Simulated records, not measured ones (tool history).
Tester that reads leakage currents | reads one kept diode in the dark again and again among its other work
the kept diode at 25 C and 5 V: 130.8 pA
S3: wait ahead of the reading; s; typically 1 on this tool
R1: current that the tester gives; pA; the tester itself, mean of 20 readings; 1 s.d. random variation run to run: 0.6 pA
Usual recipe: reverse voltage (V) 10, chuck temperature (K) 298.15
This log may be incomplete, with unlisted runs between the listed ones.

run 1 hour=0 | reverse_voltage_(V)=10 chuck_temperature_(K)=298.15 S3=1 | R1=197.99
run 2 hour=86.6 | reverse_voltage_(V)=10 chuck_temperature_(K)=298.15 S3=1 | R1=197.36
run 3 hour=178.2 | reverse_voltage_(V)=10 chuck_temperature_(K)=298.15 S3=1.23 | R1=197.93
-- hour=199 chuck's temperature calibrated
run 4 hour=264.6 | reverse_voltage_(V)=10 chuck_temperature_(K)=298.15 S3=1 | R1=198.98
run 5 hour=309.3 | reverse_voltage_(V)=10 chuck_temperature_(K)=298.15 S3=1 | R1=198.39
run 6 hour=351.2 | reverse_voltage_(V)=10 chuck_temperature_(K)=298.15 S3=8.58 | R1=195.63
run 7 hour=412 | reverse_voltage_(V)=10 chuck_temperature_(K)=298.15 S3=8.58 | R1=195.94
run 8 hour=469.2 | reverse_voltage_(V)=10 chuck_temperature_(K)=308.15 S3=8.58 | R1=488.34
run 9 hour=556.8 | reverse_voltage_(V)=10 chuck_temperature_(K)=308.15 S3=8.58 | R1=487.32
run 10 hour=601.1 | reverse_voltage_(V)=10 chuck_temperature_(K)=308.15 S3=8.58 | R1=488.37
run 11 hour=641.5 | reverse_voltage_(V)=10 chuck_temperature_(K)=308.15 S3=8.58 | R1=485.9
run 12 hour=699.8 | reverse_voltage_(V)=10 chuck_temperature_(K)=308.15 S3=8.58 | R1=486.46
run 13 hour=781 | reverse_voltage_(V)=10 chuck_temperature_(K)=308.15 S3=8.58 | R1=488.18
run 14 hour=869.5 | reverse_voltage_(V)=10 chuck_temperature_(K)=308.15 S3=8.58 | R1=485.76
run 15 hour=948.7 | reverse_voltage_(V)=10 chuck_temperature_(K)=308.15 S3=8.58 | R1=486.34
run 16 hour=1011.1 | reverse_voltage_(V)=10 chuck_temperature_(K)=298.15 S3=4.77 | R1=196.91
run 17 hour=1090.2 | reverse_voltage_(V)=10 chuck_temperature_(K)=298.15 S3=4.77 | R1=195.19
run 18 hour=1128.3 | reverse_voltage_(V)=10 chuck_temperature_(K)=329.15 S3=4.77 | R1=2788.64
run 19 hour=1171.7 | reverse_voltage_(V)=10 chuck_temperature_(K)=297.15 S3=1 | R1=180.68
run 20 hour=1248.2 | reverse_voltage_(V)=10 chuck_temperature_(K)=299.15 S3=1 | R1=217.27
run 21 hour=1304.7 | reverse_voltage_(V)=10 chuck_temperature_(K)=299.15 S3=1 | R1=217.62
run 22 hour=1362.2 | reverse_voltage_(V)=10 chuck_temperature_(K)=310.15 S3=2.19 | R1=581.95
run 23 hour=1409.2 | reverse_voltage_(V)=10 chuck_temperature_(K)=310.15 S3=2.19 | R1=582.83
run 24 hour=1493.6 | reverse_voltage_(V)=10 chuck_temperature_(K)=320.15 S3=0.88 | R1=1352.94
-- hour=1520 probe card cleaned and baked
run 25 hour=1544.4 | reverse_voltage_(V)=6.1 chuck_temperature_(K)=299.15 S3=0.71 | R1=163.85
run 26 hour=1601 | reverse_voltage_(V)=2.1 chuck_temperature_(K)=317.15 S3=1.81 | R1=429.75
run 27 hour=1669.9 | reverse_voltage_(V)=13.1 chuck_temperature_(K)=326.15 S3=1.81 | R1=2563.3
-- hour=1758.1 chuck's temperature calibrated
run 28 hour=1758.1 | reverse_voltage_(V)=10 chuck_temperature_(K)=312.15 S3=1 | R1=691.1
run 29 hour=1823.1 | reverse_voltage_(V)=11.3 chuck_temperature_(K)=312.15 S3=2.86 | R1=740.12
run 30 hour=1908.5 | reverse_voltage_(V)=9.2 chuck_temperature_(K)=324.15 S3=1 | R1=1783.34
run 31 hour=1954.8 | reverse_voltage_(V)=7.3 chuck_temperature_(K)=298.15 S3=8.05 | R1=163.01
run 32 hour=2037 | reverse_voltage_(V)=10 chuck_temperature_(K)=318.15 S3=1 | R1=1144.56
run 33 hour=2094.8 | reverse_voltage_(V)=10 chuck_temperature_(K)=318.15 S3=1 | R1=1149.19
run 34 hour=2157.5 | reverse_voltage_(V)=11.8 chuck_temperature_(K)=304.15 S3=1.66 | R1=377.84
run 35 hour=2205 | reverse_voltage_(V)=11.8 chuck_temperature_(K)=304.15 S3=1.66 | R1=372.96
run 36 hour=2258.9 | reverse_voltage_(V)=11.8 chuck_temperature_(K)=304.15 S3=1.66 | R1=376.88
run 37 hour=2327.2 | reverse_voltage_(V)=2.1 chuck_temperature_(K)=296.15 S3=0.81 | R1=66.2
run 38 hour=2381.7 | reverse_voltage_(V)=2.1 chuck_temperature_(K)=296.15 S3=0.81 | R1=66.46
run 39 hour=2456.1 | reverse_voltage_(V)=10 chuck_temperature_(K)=298.15 S3=0.36 | R1=202.2

Each row is a separate what-if for the run after 39, all from the same tool condition, not one after another. Results?
run A hour=2545.8 | reverse_voltage_(V)=1.7 chuck_temperature_(K)=317.15 S3=1.25 | R1=?
run B hour=2545.8 | reverse_voltage_(V)=10 chuck_temperature_(K)=315.15 S3=1.07 | R1=?
run C hour=2545.8 | reverse_voltage_(V)=2.7 chuck_temperature_(K)=311.15 S3=1.3 | R1=?
run D hour=2545.8 | reverse_voltage_(V)=10 chuck_temperature_(K)=295.15 S3=1 | R1=?
run E hour=2545.8 | reverse_voltage_(V)=2.9 chuck_temperature_(K)=301.15 S3=0.3 | R1=?

run=A R1=382.18
run=B R1=897.98
run=C R1=299.04
run=D R1=148.91
run=E R1=128.43
Had the tool no hidden state, the same runs would have come out as:
run=A R1=382.54
run=B R1=898.76
run=C R1=299.32
run=D R1=148.95
run=E R1=128.54

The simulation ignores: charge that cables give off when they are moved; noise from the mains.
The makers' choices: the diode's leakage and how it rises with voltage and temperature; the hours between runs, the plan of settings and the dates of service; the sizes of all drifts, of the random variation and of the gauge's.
